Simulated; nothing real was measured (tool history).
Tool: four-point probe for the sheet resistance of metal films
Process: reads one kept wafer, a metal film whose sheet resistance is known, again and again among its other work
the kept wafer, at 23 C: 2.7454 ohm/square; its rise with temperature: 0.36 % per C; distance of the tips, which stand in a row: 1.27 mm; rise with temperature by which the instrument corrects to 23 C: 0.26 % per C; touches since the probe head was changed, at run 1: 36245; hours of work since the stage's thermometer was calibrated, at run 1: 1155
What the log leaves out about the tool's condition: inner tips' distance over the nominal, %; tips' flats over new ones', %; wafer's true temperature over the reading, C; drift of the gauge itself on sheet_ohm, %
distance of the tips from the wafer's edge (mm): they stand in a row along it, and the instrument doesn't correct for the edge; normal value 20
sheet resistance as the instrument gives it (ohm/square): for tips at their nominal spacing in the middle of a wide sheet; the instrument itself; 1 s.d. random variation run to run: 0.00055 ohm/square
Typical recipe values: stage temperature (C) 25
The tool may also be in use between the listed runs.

| run | day | stage temperature (C) | distance of the tips from the wafer's edge (mm) | touches since the probe head was changed | hours of work since the stage's thermometer was calibrated | sheet resistance as the instrument gives it (ohm/square) |
|---|---|---|---|---|---|---|
| 1 | 0.000 | 25 | 20 | 36245 | 1155 | 2.783651 |
| 2 | 0.529 | 25 | 20 | 36681 | 1165 | 2.783374 |
| 3 | 1.579 | 25 | 20 | 37548 | 1185 | 2.783359 |
| 4 | 2.417 | 25 | 20 | 38237 | 1201 | 2.783728 |
| 5 | 3.208 | 25 | 20 | 38891 | 1216 | 2.783376 |
| 6 | 4.358 | 25 | 20 | 39839 | 1238 | 2.784876 |
| 7 | 4.888 | 25 | 72 | 40276 | 1248 | 2.778007 |
| 8 | 5.804 | 25 | 20 | 41034 | 1266 | 2.785781 |
| 9 | 6.558 | 25 | 20 | 41657 | 1280 | 2.783170 |
| 10 | 7.354 | 25 | 45 | 42311 | 1295 | 2.779557 |
| 11 | 8.283 | 25 | 20 | 43080 | 1313 | 2.784700 |
| 12 | 9.004 | 25 | 20 | 43672 | 1326 | 2.785089 |
| 13 | 10.150 | 25 | 20 | 44619 | 1348 | 2.785235 |
| 14 | 11.029 | 25 | 20 | 45343 | 1365 | 2.785030 |
| 15 | 11.571 | 25 | 27 | 45789 | 1375 | 2.782863 |
| 16 | 12.192 | 25 | 27 | 46303 | 1387 | 2.782128 |
| 17 | 12.942 | 25 | 27 | 46922 | 1401 | 2.782008 |
| 18 | 13.554 | 25 | 27 | 47426 | 1413 | 2.781654 |
| 19 | 14.392 | 25 | 27 | 48118 | 1429 | 2.783648 |
| 20 | 15.283 | 25 | 27 | 48853 | 1446 | 2.784498 |
| 21 | 16.012 | 24 | 9 | 49455 | 1459 | 2.806274 |
| 22 | 16.712 | 29 | 14 | 50032 | 1473 | 2.803976 |
| 23 | 17.258 | 32 | 21 | 50483 | 1483 | 2.805965 |
| 24 | 18.329 | 32 | 18 | 51367 | 1504 | 2.807234 |
| 25 | 19.429 | 32 | 18 | 52275 | 1524 | 2.807487 |
| 26 | 19.971 | 32 | 18 | 52722 | 1535 | 2.807628 |
| 27 | 20.958 | 34 | 18 | 53536 | 1553 | 2.812994 |
| 28 | 22.071 | 31 | 4 | 54453 | 1575 | 2.941153 |
| 29 | 23.171 | 31 | 4 | 55361 | 1595 | 2.940918 |
| 30 | 23.875 | 22 | 43 | 55942 | 1609 | 2.775796 |
| 31 | 24.512 | 22 | 43 | 56466 | 1621 | 2.776657 |
| 32 | 25.329 | 20 | 43 | 57141 | 1636 | 2.770158 |
| 33 | 25.996 | 27 | 23 | 57692 | 1649 | 2.792525 |
| 34 | 27.088 | 32 | 67 | 58593 | 1670 | 2.801002 |
|  | 27.933 | stage's thermometer calibrated |
| 35 | 27.992 | 32 | 67 | 59321 | 1 | 2.800722 |
| 36 | 28.729 | 32 | 67 | 59928 | 15 | 2.799861 |
| 37 | 29.608 | 32 | 67 | 60655 | 32 | 2.800322 |
| 38 | 30.850 | 29 | 49 | 61681 | 55 | 2.793002 |
| 39 | 31.754 | 33 | 20 | 62424 | 73 | 2.808239 |
| 40 | 32.517 | 33 | 47 | 63054 | 87 | 2.803873 |

How the hidden state differs across the entries between the runs, from the last listed run before each to the first after it:
From run 34 to run 35: stage's thermometer calibrated (day 27.933)
  inner tips' distance over the nominal, %: 0.957 -> 0.962; tips' flats over new ones', %: 42 -> 43; wafer's true temperature over the reading, C: 0.33 -> 0.08
  measured result minus the result with no hidden state, sheet resistance as the instrument gives it (ohm/square): +0.031932 -> +0.029614
